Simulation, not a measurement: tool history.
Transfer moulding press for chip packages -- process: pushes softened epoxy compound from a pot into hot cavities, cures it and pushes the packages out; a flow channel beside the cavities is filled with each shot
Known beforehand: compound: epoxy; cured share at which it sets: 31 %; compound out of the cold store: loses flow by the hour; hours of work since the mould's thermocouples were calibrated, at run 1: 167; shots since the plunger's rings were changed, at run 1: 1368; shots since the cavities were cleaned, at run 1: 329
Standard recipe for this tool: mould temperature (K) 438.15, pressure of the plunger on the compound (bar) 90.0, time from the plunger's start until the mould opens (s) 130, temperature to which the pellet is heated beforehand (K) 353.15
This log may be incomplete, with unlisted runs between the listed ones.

run   hour  mould temperature (K)  pressure of the plunger on the compound (bar)  time from the plunger's start until the mould opens (s)  temperature to which the pellet is heated beforehand (K)  hours of work since the mould's thermocouples were calibrated  shots since the plunger's rings were changed  shots since the cavities were cleaned  incoming compound's hours out of the cold store  length that the compound runs in the flow channel (mm)  greatest force on the pins that push the packages out (N)
  1    0.0                 438.15                                           90.0                                                      130                                                    353.15                                                            167                                          1368                                    329                                             46.6                                                     474                                                        430
      26.7  -- cavities cleaned with cleaning compound and waxed
  2   36.2                 436.15                                           90.0                                                      130                                                    353.15                                                            194                                          1756                                    107                                             44.8                                                     475                                                        634
      86.0  -- cavities cleaned with cleaning compound and waxed
  3   89.5                 436.15                                           74.7                                                      130                                                    353.15                                                            234                                          2335                                     40                                             37.0                                                     440                                                        373
  4  112.4                 436.15                                           74.7                                                      130                                                    353.15                                                            251                                          2591                                    296                                             42.2                                                     434                                                        466
     120.6  -- plunger's sealing rings changed
     138.9  -- cavities cleaned with cleaning compound and waxed, once more
  5  154.0                 438.15                                          105.8                                                      130                                                    353.15                                                            280                                           356                                    169                                             27.1                                                     543                                                        406
  6  180.4                 438.15                                           90.0                                                      130                                                    353.15                                                            301                                           651                                    464                                             15.4                                                     513                                                        477
     195.7  -- cavities cleaned with cleaning compound and waxed
  7  218.6                 438.15                                           90.0                                                      130                                                    353.15                                                            329                                          1062                                    256                                             27.4                                                     496                                                        410
     251.5  -- cavities cleaned with cleaning compound and waxed
  8  272.0                 438.15                                           90.0                                                      130                                                    353.15                                                            370                                          1642                                    229                                             41.9                                                     476                                                        417
     307.2  -- cavities cleaned with cleaning compound and waxed
  9  320.5                 438.15                                           90.0                                                      130                                                    353.15                                                            406                                          2167                                    148                                             44.4                                                     470                                                        395
     366.6  -- plunger's sealing rings changed
     368.1  -- cavities cleaned with cleaning compound and waxed
 10  369.8                 438.15                                           90.0                                                      130                                                    353.15                                                            441                                            20                                     20                                             44.1                                                     482                                                        331
 11  415.7                 438.15                                           90.0                                                      130                                                    353.15                                                            477                                           533                                    533                                             27.1                                                     498                                                        471
     423.7  -- cavities cleaned with cleaning compound and waxed
 12  455.7                 438.15                                           90.0                                                      130                                                    348.15                                                            506                                           963                                    357                                             43.9                                                     473                                                        452
     478.5  -- cavities cleaned with cleaning compound and waxed
 13  495.2                 438.15                                           90.0                                                      130                                                    348.15                                                            536                                          1388                                    187                                             47.6                                                     470                                                        398
     535.6  -- cavities cleaned with cleaning compound and waxed
 14  536.0                 438.15                                           83.1                                                      130                                                    357.15                                                            566                                          1827                                      4                                             14.6                                                     489                                                        335
 15  562.9                 438.15                                           83.1                                                      130                                                    357.15                                                            587                                          2129                                    306                                             18.1                                                     483                                                        435
 16  586.2                 438.15                                           83.1                                                      130                                                    357.15                                                            605                                          2389                                    566                                             11.7                                                     488                                                        492
     590.4  -- cavities cleaned with cleaning compound and waxed
     614.1  -- plunger's sealing rings changed
 17  638.6                 434.15                                           90.0                                                      151                                                    361.15                                                            643                                           274                                    511                                             25.0                                                     510                                                        491
     650.9  -- cavities cleaned with cleaning compound and waxed
 18  681.2                 434.15                                           98.0                                                      154                                                    361.15                                                            674                                           734                                    339                                             17.5                                                     541                                                        451
     707.1  -- cavities cleaned with cleaning compound and waxed
 19  713.1                 434.15                                           98.0                                                      154                                                    361.15                                                            698                                          1073                                     66                                             28.9                                                     524                                                        362
     732.7  -- mould's thermocouples calibrated
 20  736.0                 438.15                                           90.0                                                      142                                                    353.15                                                              3                                          1307                                    300                                             47.3                                                     474                                                        424
     767.1  -- cavities cleaned with cleaning compound and waxed
 21  771.1                 446.15                                           90.0                                                      130                                                    357.15                                                             29                                          1683                                     45                                             42.7                                                     464                                                        327
 22  818.7                 438.15                                           90.0                                                      160                                                    353.15                                                             65                                          2215                                    577                                             20.9                                                     501                                                        461
     823.3  -- cavities cleaned with cleaning compound and waxed
 23  852.0                 446.15                                           90.0                                                      130                                                    353.15                                                             90                                          2571                                    321                                              9.2                                                     498                                                        397
     861.4  -- plunger's sealing rings changed
 24  876.8                 433.15                                           71.2                                                      151                                                    353.15                                                            107                                           172                                    570                                             39.7                                                     439                                                        514
     880.6  -- cavities cleaned with cleaning compound and waxed
 25  917.9                 438.15                                          103.1                                                      130                                                    353.15                                                            138                                           614                                    416                                             44.3                                                     508                                                        449

Across each entry between runs, compare the hidden state at the last listed run before it with the hidden state at the first listed run after it:
Between runs 1 and 2: cavities cleaned with cleaning compound and waxed (hour 26.7)
  true mould temperature over the reading, C: -0.14 -> -0.08; pressure that reaches the compound, % of what is set: 97.57 -> 96.93; grip of the stained cavities, % over clean ones': 30.3 -> 76.3
  difference, measured minus the result without the unlogged condition, length that the compound runs in the flow channel (mm): -5 -> -8; greatest force on the pins that push the packages out (N): +101 -> +276
Between runs 2 and 3: cavities cleaned with cleaning compound and waxed (hour 86.0)
  true mould temperature over the reading, C: -0.08 -> 0; pressure that reaches the compound, % of what is set: 96.93 -> 95.94; grip of the stained cavities, % over clean ones': 76.3 -> 7.5
  difference, measured minus the result without the unlogged condition, length that the compound runs in the flow channel (mm): -8 -> -9; greatest force on the pins that push the packages out (N): +276 -> +25
Between runs 4 and 5: plunger's sealing rings changed (hour 120.6); cavities cleaned with cleaning compound and waxed, once more (hour 138.9)
  true mould temperature over the reading, C: 0.03 -> 0.09; pressure that reaches the compound, % of what is set: 95.5 -> 99.05; grip of the stained cavities, % over clean ones': 31.6 -> 21.8
  difference, measured minus the result without the unlogged condition, length that the compound runs in the flow channel (mm): -11 -> -3; greatest force on the pins that push the packages out (N): +112 -> +71
Between runs 6 and 7: cavities cleaned with cleaning compound and waxed (hour 195.7)
  true mould temperature over the reading, C: 0.13 -> 0.19; pressure that reaches the compound, % of what is set: 98.53 -> 97.79; grip of the stained cavities, % over clean ones': 44.7 -> 25.6
  difference, measured minus the result without the unlogged condition, length that the compound runs in the flow channel (mm): -4 -> -6; greatest force on the pins that push the packages out (N): +146 -> +83
Between runs 7 and 8: cavities cleaned with cleaning compound and waxed (hour 251.5)
  true mould temperature over the reading, C: 0.19 -> 0.27; pressure that reaches the compound, % of what is set: 97.79 -> 96.77; grip of the stained cavities, % over clean ones': 25.6 -> 26.6
  difference, measured minus the result without the unlogged condition, length that the compound runs in the flow channel (mm): -6 -> -8; greatest force on the pins that push the packages out (N): +83 -> +86
Between runs 8 and 9: cavities cleaned with cleaning compound and waxed (hour 307.2)
  true mould temperature over the reading, C: 0.27 -> 0.34; pressure that reaches the compound, % of what is set: 96.77 -> 95.94; grip of the stained cavities, % over clean ones': 26.6 -> 16.9
  difference, measured minus the result without the unlogged condition, length that the compound runs in the flow channel (mm): -8 -> -11; greatest force on the pins that push the packages out (N): +86 -> +54
Between runs 9 and 10: plunger's sealing rings changed (hour 366.6); cavities cleaned with cleaning compound and waxed (hour 368.1)
  true mould temperature over the reading, C: 0.34 -> 0.41; pressure that reaches the compound, % of what is set: 95.94 -> 99.82; grip of the stained cavities, % over clean ones': 16.9 -> 3.6
  difference, measured minus the result without the unlogged condition, length that the compound runs in the flow channel (mm): -11 -> -1; greatest force on the pins that push the packages out (N): +54 -> +8
Between runs 11 and 12: cavities cleaned with cleaning compound and waxed (hour 423.7)
  true mould temperature over the reading, C: 0.48 -> 0.54; pressure that reaches the compound, % of what is set: 99.01 -> 98.27; grip of the stained cavities, % over clean ones': 45 -> 36.2
  difference, measured minus the result without the unlogged condition, length that the compound runs in the flow channel (mm): -4 -> -5; greatest force on the pins that push the packages out (N): +143 -> +115
Between runs 12 and 13: cavities cleaned with cleaning compound and waxed (hour 478.5)
  true mould temperature over the reading, C: 0.54 -> 0.6; pressure that reaches the compound, % of what is set: 98.27 -> 97.6; grip of the stained cavities, % over clean ones': 36.2 -> 20.4
  difference, measured minus the result without the unlogged condition, length that the compound runs in the flow channel (mm): -5 -> -7; greatest force on the pins that push the packages out (N): +115 -> +62
Between runs 13 and 14: cavities cleaned with cleaning compound and waxed (hour 535.6)
  true mould temperature over the reading, C: 0.6 -> 0.66; pressure that reaches the compound, % of what is set: 97.6 -> 96.86; grip of the stained cavities, % over clean ones': 20.4 -> 1.4
  difference, measured minus the result without the unlogged condition, length that the compound runs in the flow channel (mm): -7 -> -10; greatest force on the pins that push the packages out (N): +62 -> -1
Between runs 16 and 17: cavities cleaned with cleaning compound and waxed (hour 590.4); plunger's sealing rings changed (hour 614.1)
  true mould temperature over the reading, C: 0.74 -> 0.82; pressure that reaches the compound, % of what is set: 95.84 -> 99.49; grip of the stained cavities, % over clean ones': 47 -> 45.5
  difference, measured minus the result without the unlogged condition, length that the compound runs in the flow channel (mm): -12 -> -3; greatest force on the pins that push the packages out (N): +150 -> +145
Between runs 17 and 18: cavities cleaned with cleaning compound and waxed (hour 650.9)
  true mould temperature over the reading, C: 0.82 -> 0.88; pressure that reaches the compound, % of what is set: 99.49 -> 98.77; grip of the stained cavities, % over clean ones': 45.5 -> 32.2
  difference, measured minus the result without the unlogged condition, length that the compound runs in the flow channel (mm): -3 -> -5; greatest force on the pins that push the packages out (N): +145 -> +103
Between runs 18 and 19: cavities cleaned with cleaning compound and waxed (hour 707.1)
  true mould temperature over the reading, C: 0.88 -> 0.93; pressure that reaches the compound, % of what is set: 98.77 -> 98.25; grip of the stained cavities, % over clean ones': 32.2 -> 9.8
  difference, measured minus the result without the unlogged condition, length that the compound runs in the flow channel (mm): -5 -> -7; greatest force on the pins that push the packages out (N): +103 -> +25
Between runs 19 and 20: mould's thermocouples calibrated (hour 732.7)
  true mould temperature over the reading, C: 0.93 -> 0.07; pressure that reaches the compound, % of what is set: 98.25 -> 97.84; grip of the stained cavities, % over clean ones': 9.8 -> 31.9
  difference, measured minus the result without the unlogged condition, length that the compound runs in the flow channel (mm): -7 -> -5; greatest force on the pins that push the packages out (N): +25 -> +103
Between runs 20 and 21: cavities cleaned with cleaning compound and waxed (hour 767.1)
  true mould temperature over the reading, C: 0.07 -> 0.13; pressure that reaches the compound, % of what is set: 97.84 -> 97.26; grip of the stained cavities, % over clean ones': 31.9 -> 7.2
  difference, measured minus the result without the unlogged condition, length that the compound runs in the flow channel (mm): -5 -> -6; greatest force on the pins that push the packages out (N): +103 -> +22
Between runs 22 and 23: cavities cleaned with cleaning compound and waxed (hour 823.3)
  true mould temperature over the reading, C: 0.2 -> 0.25; pressure that reaches the compound, % of what is set: 96.33 -> 95.72; grip of the stained cavities, % over clean ones': 47.2 -> 30.3
  difference, measured minus the result without the unlogged condition, length that the compound runs in the flow channel (mm): -10 -> -12; greatest force on the pins that push the packages out (N): +147 -> +94
Between runs 23 and 24: plunger's sealing rings changed (hour 861.4)
  true mould temperature over the reading, C: 0.25 -> 0.28; pressure that reaches the compound, % of what is set: 95.72 -> 98.88; grip of the stained cavities, % over clean ones': 30.3 -> 45.5
  difference, measured minus the result without the unlogged condition, length that the compound runs in the flow channel (mm): -12 -> -3; greatest force on the pins that push the packages out (N): +94 -> +156
Between runs 24 and 25: cavities cleaned with cleaning compound and waxed (hour 880.6)
  true mould temperature over the reading, C: 0.28 -> 0.34; pressure that reaches the compound, % of what is set: 98.88 -> 98.12; grip of the stained cavities, % over clean ones': 45.5 -> 40.4
  difference, measured minus the result without the unlogged condition, length that the compound runs in the flow channel (mm): -3 -> -5; greatest force on the pins that push the packages out (N): +156 -> +127
